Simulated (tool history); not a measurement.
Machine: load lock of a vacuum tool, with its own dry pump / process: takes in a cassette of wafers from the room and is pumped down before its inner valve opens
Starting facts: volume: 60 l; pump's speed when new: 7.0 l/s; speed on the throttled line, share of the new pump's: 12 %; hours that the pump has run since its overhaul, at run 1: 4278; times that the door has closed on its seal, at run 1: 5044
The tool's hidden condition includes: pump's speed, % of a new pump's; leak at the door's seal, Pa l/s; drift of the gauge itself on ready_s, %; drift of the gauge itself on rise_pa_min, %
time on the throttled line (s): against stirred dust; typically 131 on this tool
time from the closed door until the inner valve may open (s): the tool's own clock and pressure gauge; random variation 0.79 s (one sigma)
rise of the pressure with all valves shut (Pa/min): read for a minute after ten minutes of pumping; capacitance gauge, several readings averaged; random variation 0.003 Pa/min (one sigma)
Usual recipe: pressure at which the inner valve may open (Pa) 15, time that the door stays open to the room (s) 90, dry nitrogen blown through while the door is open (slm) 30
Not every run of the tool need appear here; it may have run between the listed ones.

run	hour	time on the throttled line (s)	pressure at which the inner valve may open (Pa)	time that the door stays open to the room (s)	dry nitrogen blown through while the door is open (slm)	hours that the pump has run since its overhaul	times that the door has closed on its seal	incoming humidity of the room's air, %	time from the closed door until the inner valve may open (s)	rise of the pressure with all valves shut (Pa/min)
1	0	131	15	90	30	4278	5044	48.2	194.4	0.024
2	78.7	131	15	90	30	4357	5374	46.5	195.3	0.031
3	167.5	131	15	90	22	4446	5747	43.1	195.4	0.031
4	243.1	131	15	90	30	4521	6065	45.8	193.8	0.026
5	316.6	131	15	90	30	4595	6374	44.2	193.1	0.026
6	408.9	131	15	90	30	4687	6762	46.8	195.1	0.03
7	484.9	131	15	90	30	4763	7082	44.4	194.4	0.027
8	560	131	15	90	30	4838	7398	44.5	195.7	0.028
9	626.2	131	15	90	30	4904	7676	44.4	195.7	0.027
10	710	131	15	90	30	4988	8028	44.4	195.3	0.035
11	781.3	131	15	90	30	5059	8327	45.4	196	0.037
12	856.8	131	15	90	30	5135	8645	43.7	196	0.032
13	920.5	131	15	90	30	5199	8913	43.1	196.2	0.034
14	1005	131	15	90	6	5283	9268	44.4	195.6	0.057
15	1076.1	131	15	90	30	5354	9567	44.9	195.9	0.03
16	1150.7	131	15	90	30	5429	9880	49.6	195	0.035
17	1190.6	131	15	90	30	5469	10048	41.9	195.6	0.029
18	1251.5	131	15	90	30	5530	10304	46	195.7	0.039
19	1329.5	131	15	90	30	5608	10632	44.1	195.5	0.036
20	1387.6	101	15	90	8	5666	10876	42.7	170.3	0.052
21	1461.1	136	26	54	6	5739	11185	43.5	193.3	0.055
22	1540.4	129	15	90	21	5818	11518	46.9	193.7	0.038
23	1619.7	131	28	131	4	5898	11851	43.2	191.8	0.068
24	1678.2	131	14	131	11	5956	12097	47.2	197	0.055
25	1765.3	216	19	90	30	6043	12464	43.1	268.8	0.041
26	1815.3	216	19	90	30	6093	12674	48.1	268.7	0.046
27	1863.1	216	19	90	30	6141	12875	46.5	268.8	0.045
28	1906.4	216	27	82	30	6184	13057	45.2	265.1	0.038
29	1952.9	131	28	135	42	6231	13252	45.9	191.5	0.041
30	2017.3	204	15	90	30	6295	13523	45	258.1	0.043
31	2096.8	81	15	90	30	6375	13857	44	154.1	0.049
32	2137.5	165	21	52	30	6416	14028	42.3	224.3	0.041
33	2193.6	165	13	69	7	6472	14264	46.8	227.7	0.066
34	2276.9	131	15	110	33	6555	14614	46.4	197.5	0.05
35	2323.3	131	15	110	33	6601	14809	49.2	196.7	0.045
36	2391.2	99	24	90	32	6669	15094	46.2	164	0.049

How would selected steps in time from the closed door until the inner valve may open (s) from run to run divide? Give the signed amount a tool lacking its hidden state would still show from settings, what came in and random variation, and the signed amount left for the hidden state, including any gauge scatter that is not in both of the compared results.
Run 24 -> 25: time on the throttled line (s) 131 -> 216, pressure at which the inner valve may open (Pa) 14 -> 19, time that the door stays open to the room (s) 131 -> 90, dry nitrogen blown through while the door is open (slm) 11 -> 30. time from the closed door until the inner valve may open (s) +71.8: hidden state -0.9, all else +72.7.
Run 28 -> 29: time on the throttled line (s) 216 -> 131, pressure at which the inner valve may open (Pa) 27 -> 28, time that the door stays open to the room (s) 82 -> 135, dry nitrogen blown through while the door is open (slm) 30 -> 42. time from the closed door until the inner valve may open (s) -73.6: hidden state +0.9, all else -74.5.
Run 30 -> 31: time on the throttled line (s) 204 -> 81. time from the closed door until the inner valve may open (s) -104: hidden state +1.7, all else -105.7.
Run 31 -> 32: time on the throttled line (s) 81 -> 165, pressure at which the inner valve may open (Pa) 15 -> 21, time that the door stays open to the room (s) 90 -> 52. time from the closed door until the inner valve may open (s) +70.2: hidden state -1.2, all else +71.4.

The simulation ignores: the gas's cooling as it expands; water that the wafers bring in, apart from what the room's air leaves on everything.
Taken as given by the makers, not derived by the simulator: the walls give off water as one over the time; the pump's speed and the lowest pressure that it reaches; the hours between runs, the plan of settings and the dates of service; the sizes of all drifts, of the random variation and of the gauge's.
